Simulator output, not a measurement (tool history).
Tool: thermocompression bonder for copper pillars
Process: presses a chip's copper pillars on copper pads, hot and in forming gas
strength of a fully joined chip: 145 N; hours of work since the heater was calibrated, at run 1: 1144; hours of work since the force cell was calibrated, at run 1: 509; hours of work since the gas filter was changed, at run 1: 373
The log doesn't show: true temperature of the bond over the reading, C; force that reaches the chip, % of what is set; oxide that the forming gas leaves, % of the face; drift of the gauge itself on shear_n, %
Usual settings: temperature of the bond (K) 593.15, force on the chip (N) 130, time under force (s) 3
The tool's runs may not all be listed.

run   hour  temperature of the bond (K)  force on the chip (N)  time under force (s)  hours of work since the heater was calibrated  hours of work since the force cell was calibrated  hours of work since the gas filter was changed  force that shears a chip off (N)
  1      0                       593.15                    130                     3                                           1144                                                509                                             373                             110.6
  2   16.1                       593.15                    130                     3                                           1154                                                518                                             383                             111.1
  3   38.5                       593.15                    130                     3                                           1167                                                532                                             396                             111.7
  4   52.8                       593.15                    130                     3                                           1176                                                540                                             404                             110.9
  5   72.7                       593.15                    130                     3                                           1187                                                552                                             416                             110.9
  6   89.4                       594.15                    130                     3                                           1197                                                562                                             426                             111.5
  7  106.9                       593.15                    130                     2                                           1207                                                572                                             436                             101.4
  8  122.8                       593.15                    130                     4                                           1217                                                581                                             446                             116.3
       137  -- heater calibrated with a thermocouple chip
  9  144.5                       593.15                    130                     4                                              4                                                593                                             457                             109.7
 10  154.4                       593.15                    130                     4                                             10                                                599                                             463                               110
 11  164.3                       593.15                    130                     4                                             16                                                605                                             469                             109.7
 12  181.5                       593.15                    114                     3                                             26                                                615                                             479                              96.2
     199.9  -- forming gas filter changed
 13  201.1                       593.15                    114                     3                                             38                                                626                                               1                              99.6
 14    212                       593.15                    114                     3                                             44                                                633                                               7                              99.2
 15  234.4                       595.15                     92                     2                                             57                                                646                                              20                              78.5
 16  253.5                       595.15                     92                     2                                             68                                                657                                              32                              78.1
 17  263.4                       595.15                     92                     2                                             74                                                663                                              38                              77.9
 18  280.6                       595.15                     92                     2                                             85                                                673                                              48                              78.5
 19  297.4                       593.15                    130                     8                                             94                                                683                                              58                             127.8
 20  310.3                       583.15                     83                     3                                            102                                                691                                              65                              73.3
 21  324.4                       600.15                     82                     6                                            110                                                699                                              74                             104.6
 22  339.8                       573.15                     82                     6                                            119                                                708                                              83                              82.7
 23    359                       573.15                     82                     6                                            131                                                720                                              94                              83.8
 24  376.6                       622.15                    130                     5                                            141                                                730                                             104                             132.8
 25  392.3                       605.15                    130                     8                                            150                                                739                                             114                             132.5
 26  408.9                       595.15                     97                     8                                            160                                                749                                             123                             115.8

3 ways to go on from here, each from the tool as it stands after run 26. What would each give?
  A  427.6                       573.15                    168                     5                                            171                                                760                                             134                                 ?
  B  427.6                       570.15                    187                     8                                            171                                                760                                             134                                 ?
  C  427.6                       606.15                    145                     2                                            171                                                760                                             134                                 ?

run  force that shears a chip off (N)
  A                             116.6
  B                             128.5
  C                             110.8
Without the tool's hidden state the same runs would have given:
run  force that shears a chip off (N)
  A                             117.9
  B                             129.8
  C                             112.3
